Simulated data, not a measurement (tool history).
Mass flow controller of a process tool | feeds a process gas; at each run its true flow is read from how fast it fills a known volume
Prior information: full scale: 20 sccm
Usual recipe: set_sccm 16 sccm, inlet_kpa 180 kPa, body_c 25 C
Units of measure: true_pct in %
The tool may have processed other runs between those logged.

Run 1, hour 0.0: usual settings. Result: true_pct 100.51 %.
Run 2, hour 141.5: usual settings but inlet_kpa 164 kPa. Result: true_pct 100.69 %.
Run 3, hour 269.3: usual settings but set_sccm 15 sccm, inlet_kpa 164 kPa. Result: true_pct 100.54 %.
Run 4, hour 402.3: usual settings but set_sccm 15 sccm, inlet_kpa 164 kPa. Result: true_pct 100.51 %.
Run 5, hour 504.8: usual settings but set_sccm 15 sccm, inlet_kpa 164 kPa. Result: true_pct 100.58 %.
Run 6, hour 570.4: usual settings but set_sccm 15 sccm, inlet_kpa 164 kPa. Result: true_pct 100.57 %.
Run 7, hour 637.6: usual settings but set_sccm 15 sccm, inlet_kpa 164 kPa. Result: true_pct 100.54 %.
Run 8, hour 736.9: usual settings but set_sccm 15 sccm, inlet_kpa 164 kPa. Result: true_pct 100.58 %.
Run 9, hour 811.5: usual settings but set_sccm 15 sccm, inlet_kpa 164 kPa. Result: true_pct 100.59 %.
Run 10, hour 874.4: usual settings but set_sccm 15 sccm, inlet_kpa 164 kPa. Result: true_pct 100.70 %.
Run 11, hour 980.2: usual settings but set_sccm 15 sccm, inlet_kpa 164 kPa. Result: true_pct 100.76 %.
Run 12, hour 1054.5: usual settings. Result: true_pct 100.79 %.
Run 13, hour 1188.9: usual settings but set_sccm 3 sccm. Result: true_pct 99.31 %.
Run 14, hour 1339.9: usual settings but set_sccm 3 sccm. Result: true_pct 99.40 %.
Run 15, hour 1406.5: usual settings but set_sccm 4 sccm. Result: true_pct 99.44 %.
Run 16, hour 1520.0: usual settings but set_sccm 4 sccm. Result: true_pct 99.27 %.
Run 17, hour 1590.1: usual settings but set_sccm 4 sccm. Result: true_pct 99.43 %.
Run 18, hour 1686.0: usual settings but set_sccm 4 sccm. Result: true_pct 99.32 %.
Run 19, hour 1811.2: usual settings but set_sccm 14 sccm. Result: true_pct 100.68 %.
Run 20, hour 1890.7: usual settings but set_sccm 14 sccm. Result: true_pct 100.75 %.
Run 21, hour 2002.1: usual settings but body_c 21 C. Result: true_pct 101.36 %.
Run 22, hour 2116.8: usual settings but inlet_kpa 210 kPa. Result: true_pct 100.80 %.
Run 23, hour 2240.4: usual settings. Result: true_pct 101.22 %.
Run 24, hour 2348.6: usual settings. Result: true_pct 100.96 %.
Run 25, hour 2455.6: usual settings. Result: true_pct 101.16 %.
Run 26, hour 2560.8: usual settings. Result: true_pct 101.13 %.
Run 27, hour 2680.5: usual settings but set_sccm 2 sccm, inlet_kpa 255 kPa, body_c 24 C. Result: true_pct 99.79 %.
Run 28, hour 2801.0: usual settings but set_sccm 7 sccm, inlet_kpa 178 kPa, body_c 31 C. Result: true_pct 99.55 %.
Run 29, hour 2924.1: usual settings but set_sccm 4 sccm, inlet_kpa 243 kPa, body_c 32 C. Result: true_pct 99.05 %.
Run 30, hour 3037.3: usual settings but set_sccm 7 sccm, body_c 27 C. Result: true_pct 99.86 %.
Run 31, hour 3098.1: usual settings but set_sccm 19 sccm, inlet_kpa 196 kPa, body_c 23 C. Result: true_pct 101.82 %.
Run 32, hour 3216.6: usual settings but set_sccm 4 sccm, body_c 35 C. Result: true_pct 99.30 %.
Run 33, hour 3343.0: usual settings but set_sccm 4 sccm, body_c 30 C. Result: true_pct 99.73 %.
At hour 3355.0: controller's zero set anew.
Run 34, hour 3447.3: usual settings but set_sccm 2 sccm, inlet_kpa 227 kPa, body_c 22 C. Result: true_pct 101.25 %.
Run 35, hour 3569.6: usual settings but body_c 30 C. Result: true_pct 101.16 %.
At hour 3611.3: controller's zero set anew, once more.
Run 36, hour 3715.1: usual settings but inlet_kpa 212 kPa. Result: true_pct 100.95 %.
Run 37, hour 3825.8: usual settings but inlet_kpa 177 kPa, body_c 29 C. Result: true_pct 100.94 %.
Run 38, hour 3925.6: usual settings but inlet_kpa 177 kPa, body_c 29 C. Result: true_pct 101.07 %.
Run 39, hour 3999.3: usual settings but inlet_kpa 177 kPa, body_c 29 C. Result: true_pct 100.99 %.
Run 40, hour 4102.3: usual settings but set_sccm 6 sccm, inlet_kpa 273 kPa. Result: true_pct 99.09 %.
Run 41, hour 4187.8: usual settings but set_sccm 6 sccm, inlet_kpa 260 kPa, body_c 27 C. Result: true_pct 98.98 %.
Run 42, hour 4271.0: usual settings but set_sccm 8 sccm, inlet_kpa 163 kPa, body_c 38 C. Result: true_pct 99.35 %.
Run 43, hour 4349.4: usual settings but body_c 29 C. Result: true_pct 101.12 %.
Run 44, hour 4472.5: usual settings but body_c 29 C. Result: true_pct 101.29 %.
Run 45, hour 4541.2: usual settings but set_sccm 18 sccm, inlet_kpa 266 kPa, body_c 30 C. Result: true_pct 100.88 %.
Run 46, hour 4674.7: usual settings but set_sccm 18 sccm, inlet_kpa 266 kPa, body_c 30 C. Result: true_pct 100.88 %.
Run 47, hour 4743.3: usual settings but set_sccm 7 sccm, inlet_kpa 144 kPa, body_c 34 C. Result: true_pct 99.74 %.

Here are 5 independent what-if runs from the current tool condition. What would each one return?
Run A, hour 4848.8: usual settings but set_sccm 14 sccm, inlet_kpa 164 kPa, body_c 20 C. Result: true_pct ?.
Run B, hour 4848.8: usual settings but set_sccm 18 sccm, inlet_kpa 143 kPa, body_c 35 C. Result: true_pct ?.
Run C, hour 4848.8: usual settings but set_sccm 7 sccm, inlet_kpa 155 kPa, body_c 35 C. Result: true_pct ?.
Run D, hour 4848.8: usual settings but set_sccm 3 sccm, inlet_kpa 235 kPa, body_c 29 C. Result: true_pct ?.
Run E, hour 4848.8: usual settings but set_sccm 3 sccm, inlet_kpa 152 kPa, body_c 34 C. Result: true_pct ?.

run  true_pct
  A    101.73
  B    101.50
  C     99.67
  D     98.99
  E     99.02
With the hidden condition removed and each run's random variation left untouched, the same runs would have given:
run  true_pct
  A     99.59
  B     99.37
  C     97.47
  D     96.64
  E     96.67
